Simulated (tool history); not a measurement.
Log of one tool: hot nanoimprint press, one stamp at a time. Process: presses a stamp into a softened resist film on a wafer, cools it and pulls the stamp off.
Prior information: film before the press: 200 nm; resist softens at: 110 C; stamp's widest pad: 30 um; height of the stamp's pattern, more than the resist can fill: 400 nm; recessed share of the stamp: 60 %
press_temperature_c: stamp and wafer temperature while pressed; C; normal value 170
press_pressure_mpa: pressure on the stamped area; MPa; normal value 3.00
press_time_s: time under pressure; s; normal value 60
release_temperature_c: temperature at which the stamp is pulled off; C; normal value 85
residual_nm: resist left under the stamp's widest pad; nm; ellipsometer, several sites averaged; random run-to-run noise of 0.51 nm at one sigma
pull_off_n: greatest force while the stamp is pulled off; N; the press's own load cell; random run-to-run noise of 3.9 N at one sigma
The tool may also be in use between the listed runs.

run 1 hour=0.0 | press_temperature_c=170 press_pressure_mpa=3.00 press_time_s=60 release_temperature_c=85 | residual_nm=119.4 pull_off_n=195
run 2 hour=13.8 | press_temperature_c=170 press_pressure_mpa=3.00 press_time_s=60 release_temperature_c=85 | residual_nm=118.9 pull_off_n=186
run 3 hour=35.2 | press_temperature_c=170 press_pressure_mpa=4.46 press_time_s=60 release_temperature_c=85 | residual_nm=102.5 pull_off_n=192
-- hour=45.1 stamp cleaned and given a new release coat
run 4 hour=67.0 | press_temperature_c=170 press_pressure_mpa=4.46 press_time_s=60 release_temperature_c=85 | residual_nm=102.9 pull_off_n=189
run 5 hour=95.3 | press_temperature_c=170 press_pressure_mpa=3.00 press_time_s=60 release_temperature_c=85 | residual_nm=118.5 pull_off_n=187
run 6 hour=122.8 | press_temperature_c=170 press_pressure_mpa=3.00 press_time_s=60 release_temperature_c=85 | residual_nm=118.7 pull_off_n=184
run 7 hour=140.5 | press_temperature_c=170 press_pressure_mpa=3.00 press_time_s=60 release_temperature_c=85 | residual_nm=118.3 pull_off_n=190
run 8 hour=168.2 | press_temperature_c=166 press_pressure_mpa=3.00 press_time_s=60 release_temperature_c=85 | residual_nm=143.6 pull_off_n=189
run 9 hour=195.3 | press_temperature_c=166 press_pressure_mpa=3.00 press_time_s=55 release_temperature_c=85 | residual_nm=147.7 pull_off_n=186
run 10 hour=220.3 | press_temperature_c=166 press_pressure_mpa=4.24 press_time_s=53 release_temperature_c=82 | residual_nm=135.1 pull_off_n=199
run 11 hour=243.8 | press_temperature_c=170 press_pressure_mpa=3.77 press_time_s=60 release_temperature_c=85 | residual_nm=109.8 pull_off_n=192
run 12 hour=257.0 | press_temperature_c=163 press_pressure_mpa=3.74 press_time_s=42 release_temperature_c=75 | residual_nm=164.7 pull_off_n=216

Each row is a separate what-if for the run after 12, all from the same tool condition, not one after another. Results?
run A hour=281.2 | press_temperature_c=168 press_pressure_mpa=3.74 press_time_s=117 release_temperature_c=90 | residual_nm=? pull_off_n=?
run B hour=281.2 | press_temperature_c=163 press_pressure_mpa=3.74 press_time_s=42 release_temperature_c=71 | residual_nm=? pull_off_n=?
run C hour=281.2 | press_temperature_c=160 press_pressure_mpa=2.98 press_time_s=60 release_temperature_c=85 | residual_nm=? pull_off_n=?
run D hour=281.2 | press_temperature_c=177 press_pressure_mpa=3.74 press_time_s=42 release_temperature_c=75 | residual_nm=? pull_off_n=?
run E hour=281.2 | press_temperature_c=170 press_pressure_mpa=3.01 press_time_s=60 release_temperature_c=89 | residual_nm=? pull_off_n=?

run=A residual_nm=97.6 pull_off_n=173
run=B residual_nm=163.0 pull_off_n=229
run=C residual_nm=175.2 pull_off_n=191
run=D residual_nm=82.9 pull_off_n=210
run=E residual_nm=117.7 pull_off_n=173
Without the tool's unlogged condition, the same runs would have read:
run=A residual_nm=97.7 pull_off_n=172
run=B residual_nm=163.1 pull_off_n=227
run=C residual_nm=175.3 pull_off_n=190
run=D residual_nm=83.0 pull_off_n=209
run=E residual_nm=117.8 pull_off_n=172
